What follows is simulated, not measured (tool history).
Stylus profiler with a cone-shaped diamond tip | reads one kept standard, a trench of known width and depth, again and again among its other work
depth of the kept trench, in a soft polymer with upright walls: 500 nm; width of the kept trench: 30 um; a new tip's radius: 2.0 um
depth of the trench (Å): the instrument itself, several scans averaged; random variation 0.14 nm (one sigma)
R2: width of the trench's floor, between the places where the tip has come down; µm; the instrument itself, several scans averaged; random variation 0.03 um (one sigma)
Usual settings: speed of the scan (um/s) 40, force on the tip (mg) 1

{"run": 1, "hour": 0.0, "speed of the scan (um/s)": 40, "force on the tip (mg)": 1, "depth of the trench (Å)": 5048.1, "R2": 27.16}
{"run": 2, "hour": 54.3, "speed of the scan (um/s)": 40, "force on the tip (mg)": 1, "depth of the trench (Å)": 5047.2, "R2": 27.14}
{"run": 3, "hour": 93.0, "speed of the scan (um/s)": 40, "force on the tip (mg)": 0.59, "depth of the trench (Å)": 5033.4, "R2": 27.07}
{"run": 4, "hour": 143.2, "speed of the scan (um/s)": 53, "force on the tip (mg)": 1, "depth of the trench (Å)": 5046.3, "R2": 27.07}
{"run": 5, "hour": 189.1, "speed of the scan (um/s)": 40, "force on the tip (mg)": 1.07, "depth of the trench (Å)": 5048.6, "R2": 27.1}
{"run": 6, "hour": 253.4, "speed of the scan (um/s)": 40, "force on the tip (mg)": 1.07, "depth of the trench (Å)": 5052.9, "R2": 27.1}
{"run": 7, "hour": 305.1, "speed of the scan (um/s)": 64, "force on the tip (mg)": 1.33, "depth of the trench (Å)": 5057.6, "R2": 27.05}
{"run": 8, "hour": 356.1, "speed of the scan (um/s)": 64, "force on the tip (mg)": 1.33, "depth of the trench (Å)": 5059.9, "R2": 27.07}
{"run": 9, "hour": 397.1, "speed of the scan (um/s)": 134, "force on the tip (mg)": 1.13, "depth of the trench (Å)": 5052.4, "R2": 26.62}
{"run": 10, "hour": 466.6, "speed of the scan (um/s)": 42, "force on the tip (mg)": 0.69, "depth of the trench (Å)": 5037.6, "R2": 27.05}

Forecast each of these 4 alternatives for the next run:
{"run": "A", "hour": 506.6, "speed of the scan (um/s)": 50, "force on the tip (mg)": 1, "depth of the trench (Å)": "?", "R2": "?"}
{"run": "B", "hour": 506.6, "speed of the scan (um/s)": 42, "force on the tip (mg)": 1.59, "depth of the trench (Å)": "?", "R2": "?"}
{"run": "C", "hour": 506.6, "speed of the scan (um/s)": 31, "force on the tip (mg)": 1, "depth of the trench (Å)": "?", "R2": "?"}
{"run": "D", "hour": 506.6, "speed of the scan (um/s)": 17, "force on the tip (mg)": 0.81, "depth of the trench (Å)": "?", "R2": "?"}

run=A depth_of_the_trench_(Å)=5048.4 R2=27.09
run=B depth_of_the_trench_(Å)=5065.7 R2=27.17
run=C depth_of_the_trench_(Å)=5052 R2=27.15
run=D depth_of_the_trench_(Å)=5045.5 R2=27.29
Without the tool's hidden state the same runs would have given:
run=A depth_of_the_trench_(Å)=5047.6 R2=27.1
run=B depth_of_the_trench_(Å)=5064.9 R2=27.18
run=C depth_of_the_trench_(Å)=5051.2 R2=27.15
run=D depth_of_the_trench_(Å)=5044.7 R2=27.29

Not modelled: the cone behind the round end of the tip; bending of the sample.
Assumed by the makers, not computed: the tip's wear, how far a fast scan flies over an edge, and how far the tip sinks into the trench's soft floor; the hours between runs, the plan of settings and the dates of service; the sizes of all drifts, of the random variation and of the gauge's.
